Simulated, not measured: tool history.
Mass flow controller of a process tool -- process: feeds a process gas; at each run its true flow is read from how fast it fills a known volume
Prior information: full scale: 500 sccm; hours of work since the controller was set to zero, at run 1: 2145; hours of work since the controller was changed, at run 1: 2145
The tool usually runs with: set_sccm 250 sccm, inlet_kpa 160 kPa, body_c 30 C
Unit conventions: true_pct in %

run    hour  set_sccm  inlet_kpa  body_c  hours of work since the controller was set to zero  hours of work since the controller was changed  true_pct
  1     0.0       250        160      30                                                2145                                            2145     98.50
  2    80.8       250        160      30                                                2200                                            2200     98.39
  3   121.8       250        160      30                                                2228                                            2228     98.42
  4   190.3       250        160      30                                                2274                                            2274     98.37
  5   230.6       250        160      30                                                2302                                            2302     98.39
  6   279.4       250        160      30                                                2335                                            2335     98.35
  7   360.0       250        160      30                                                2390                                            2390     98.59
  8   417.7       250        160      30                                                2429                                            2429     98.42
  9   509.4       250        160      30                                                2491                                            2491     98.30
 10   580.5       250        160      30                                                2539                                            2539     98.46
 11   659.1        57        160      30                                                2592                                            2592     97.32
 12   709.1        57        160      30                                                2626                                            2626     97.36
 13   782.8       250        160      30                                                2676                                            2676     98.35
 14   852.3       250        160      31                                                2723                                            2723     98.39
 15   925.2       250        160      31                                                2773                                            2773     98.39
 16   982.0       250        160      31                                                2811                                            2811     98.40
 17  1051.5       250        274      30                                                2858                                            2858     97.99
 18  1102.4       250        237      30                                                2893                                            2893     98.06
 19  1197.1       314        233      23                                                2957                                            2957     98.99
 20  1289.0        84        169      27                                                3019                                            3019     97.51
 21  1335.8       174        160      30                                                3051                                            3051     97.97
 22  1390.8       279        154      39                                                3088                                            3088     98.14
 23  1443.4        71        202      31                                                3124                                            3124     97.10
 24  1539.4       154        141      30                                                3189                                            3189     97.88
 25  1619.6       154        141      30                                                3244                                            3244     97.88
 26  1687.2       154        141      33                                                3289                                            3289     97.70
 27  1732.3       154        141      33                                                3320                                            3320     97.73
 28  1816.7       154        141      33                                                3377                                            3377     97.70
 29  1863.2       250        228      30                                                3409                                            3409     98.15
 30  1912.5       250        228      30                                                3442                                            3442     98.05
 31  1990.2       250        228      30                                                3495                                            3495     98.21
 32  2037.7       250        160      35                                                3527                                            3527     98.21
 33  2085.0        64        174      33                                                3559                                            3559     97.05

Forecast each of these 3 alternatives for the next run:
  A  2174.6        64        184      33                                                3620                                            3620         ?
  B  2174.6       205        219      34                                                3620                                            3620         ?
  C  2174.6       250        241      30                                                3620                                            3620         ?

run  true_pct
  A     97.04
  B     97.71
  C     98.10
Stripped of hidden state, with their random variation kept, the same runs would have yielded:
run  true_pct
  A     97.02
  B     97.71
  C     98.10
